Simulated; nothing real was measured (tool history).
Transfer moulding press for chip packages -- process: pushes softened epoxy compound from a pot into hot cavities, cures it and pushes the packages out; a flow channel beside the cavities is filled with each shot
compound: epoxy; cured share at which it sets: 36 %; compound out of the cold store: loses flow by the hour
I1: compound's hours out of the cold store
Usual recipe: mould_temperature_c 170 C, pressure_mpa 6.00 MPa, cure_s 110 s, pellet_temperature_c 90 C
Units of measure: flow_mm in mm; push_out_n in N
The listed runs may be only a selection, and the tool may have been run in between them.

{"run": 1, "hour": 0.0, "mould_temperature_c": 170, "pressure_mpa": 6.0, "cure_s": 110, "pellet_temperature_c": 90, "I1": 20.0, "flow_mm": 1003, "push_out_n": 229}
{"run": 2, "hour": 10.0, "mould_temperature_c": 170, "pressure_mpa": 6.0, "cure_s": 110, "pellet_temperature_c": 90, "I1": 9.5, "flow_mm": 1024, "push_out_n": 233}
{"run": 3, "hour": 17.6, "mould_temperature_c": 170, "pressure_mpa": 6.0, "cure_s": 110, "pellet_temperature_c": 90, "I1": 10.3, "flow_mm": 1036, "push_out_n": 227}
{"hour": 23.0, "done": "mould's thermocouples calibrated"}
{"hour": 26.0, "done": "cavities cleaned with cleaning compound and waxed"}
{"run": 4, "hour": 30.2, "mould_temperature_c": 170, "pressure_mpa": 6.0, "cure_s": 141, "pellet_temperature_c": 90, "I1": 39.9, "flow_mm": 957, "push_out_n": 181}
{"run": 5, "hour": 46.0, "mould_temperature_c": 170, "pressure_mpa": 6.0, "cure_s": 110, "pellet_temperature_c": 90, "I1": 10.0, "flow_mm": 1014, "push_out_n": 230}
{"run": 6, "hour": 58.8, "mould_temperature_c": 170, "pressure_mpa": 6.0, "cure_s": 110, "pellet_temperature_c": 90, "I1": 35.8, "flow_mm": 944, "push_out_n": 221}
{"hour": 63.7, "done": "plunger's sealing rings changed"}
{"run": 7, "hour": 77.0, "mould_temperature_c": 170, "pressure_mpa": 6.0, "cure_s": 110, "pellet_temperature_c": 90, "I1": 47.7, "flow_mm": 922, "push_out_n": 221}
{"run": 8, "hour": 91.4, "mould_temperature_c": 170, "pressure_mpa": 6.0, "cure_s": 110, "pellet_temperature_c": 92, "I1": 38.6, "flow_mm": 942, "push_out_n": 227}
{"run": 9, "hour": 105.9, "mould_temperature_c": 170, "pressure_mpa": 7.44, "cure_s": 110, "pellet_temperature_c": 92, "I1": 22.6, "flow_mm": 1095, "push_out_n": 215}
{"run": 10, "hour": 115.4, "mould_temperature_c": 170, "pressure_mpa": 6.0, "cure_s": 110, "pellet_temperature_c": 90, "I1": 23.9, "flow_mm": 973, "push_out_n": 226}
{"hour": 122.1, "done": "cavities cleaned with cleaning compound and waxed"}
{"run": 11, "hour": 132.5, "mould_temperature_c": 170, "pressure_mpa": 6.0, "cure_s": 110, "pellet_temperature_c": 90, "I1": 15.4, "flow_mm": 1003, "push_out_n": 241}
{"run": 12, "hour": 144.6, "mould_temperature_c": 171, "pressure_mpa": 6.0, "cure_s": 110, "pellet_temperature_c": 90, "I1": 35.0, "flow_mm": 954, "push_out_n": 223}
{"run": 13, "hour": 155.7, "mould_temperature_c": 171, "pressure_mpa": 6.0, "cure_s": 110, "pellet_temperature_c": 90, "I1": 22.0, "flow_mm": 980, "push_out_n": 209}
{"run": 14, "hour": 162.6, "mould_temperature_c": 171, "pressure_mpa": 6.0, "cure_s": 110, "pellet_temperature_c": 90, "I1": 27.8, "flow_mm": 968, "push_out_n": 211}
{"run": 15, "hour": 172.3, "mould_temperature_c": 166, "pressure_mpa": 5.71, "cure_s": 115, "pellet_temperature_c": 94, "I1": 33.5, "flow_mm": 947, "push_out_n": 250}
{"run": 16, "hour": 186.7, "mould_temperature_c": 173, "pressure_mpa": 4.76, "cure_s": 114, "pellet_temperature_c": 88, "I1": 42.1, "flow_mm": 817, "push_out_n": 197}
{"run": 17, "hour": 199.7, "mould_temperature_c": 170, "pressure_mpa": 6.0, "cure_s": 110, "pellet_temperature_c": 96, "I1": 36.4, "flow_mm": 941, "push_out_n": 217}
{"run": 18, "hour": 210.0, "mould_temperature_c": 170, "pressure_mpa": 4.97, "cure_s": 110, "pellet_temperature_c": 90, "I1": 46.0, "flow_mm": 835, "push_out_n": 217}
{"hour": 215.4, "done": "cavities cleaned with cleaning compound and waxed"}
{"run": 19, "hour": 227.6, "mould_temperature_c": 170, "pressure_mpa": 6.0, "cure_s": 142, "pellet_temperature_c": 89, "I1": 16.8, "flow_mm": 992, "push_out_n": 188}
{"run": 20, "hour": 239.7, "mould_temperature_c": 170, "pressure_mpa": 5.82, "cure_s": 142, "pellet_temperature_c": 89, "I1": 8.7, "flow_mm": 994, "push_out_n": 181}
{"run": 21, "hour": 254.9, "mould_temperature_c": 165, "pressure_mpa": 5.89, "cure_s": 137, "pellet_temperature_c": 87, "I1": 22.3, "flow_mm": 1001, "push_out_n": 202}
{"run": 22, "hour": 270.5, "mould_temperature_c": 172, "pressure_mpa": 5.89, "cure_s": 132, "pellet_temperature_c": 87, "I1": 16.4, "flow_mm": 970, "push_out_n": 185}
{"run": 23, "hour": 285.8, "mould_temperature_c": 170, "pressure_mpa": 6.0, "cure_s": 120, "pellet_temperature_c": 90, "I1": 40.7, "flow_mm": 938, "push_out_n": 205}
{"run": 24, "hour": 293.0, "mould_temperature_c": 175, "pressure_mpa": 6.0, "cure_s": 98, "pellet_temperature_c": 100, "I1": 18.3, "flow_mm": 976, "push_out_n": 201}
{"run": 25, "hour": 303.8, "mould_temperature_c": 170, "pressure_mpa": 6.0, "cure_s": 137, "pellet_temperature_c": 90, "I1": 27.5, "flow_mm": 969, "push_out_n": 189}
{"hour": 308.6, "done": "cavities cleaned with cleaning compound and waxed"}
{"run": 26, "hour": 315.9, "mould_temperature_c": 165, "pressure_mpa": 6.0, "cure_s": 98, "pellet_temperature_c": 90, "I1": 32.9, "flow_mm": 973, "push_out_n": 374}
{"run": 27, "hour": 325.9, "mould_temperature_c": 165, "pressure_mpa": 6.0, "cure_s": 146, "pellet_temperature_c": 90, "I1": 41.1, "flow_mm": 975, "push_out_n": 189}
{"run": 28, "hour": 339.5, "mould_temperature_c": 172, "pressure_mpa": 6.0, "cure_s": 110, "pellet_temperature_c": 86, "I1": 45.2, "flow_mm": 922, "push_out_n": 208}

What if the next run were any one of these 3? Each begins from the tool's condition after run 28:
{"run": "A", "hour": 348.7, "mould_temperature_c": 170, "pressure_mpa": 5.55, "cure_s": 110, "pellet_temperature_c": 84, "I1": 22.6, "flow_mm": "?", "push_out_n": "?"}
{"run": "B", "hour": 348.7, "mould_temperature_c": 168, "pressure_mpa": 6.35, "cure_s": 109, "pellet_temperature_c": 86, "I1": 27.0, "flow_mm": "?", "push_out_n": "?"}
{"run": "C", "hour": 348.7, "mould_temperature_c": 170, "pressure_mpa": 7.5, "cure_s": 146, "pellet_temperature_c": 90, "I1": 32.0, "flow_mm": "?", "push_out_n": "?"}

run=A flow_mm=950 push_out_n=221
run=B flow_mm=995 push_out_n=245
run=C flow_mm=1077 push_out_n=183
The same runs, with their run-to-run variation unchanged, on a tool lacking any hidden condition would have given:
run=A flow_mm=950 push_out_n=219
run=B flow_mm=996 push_out_n=244
run=C flow_mm=1077 push_out_n=182
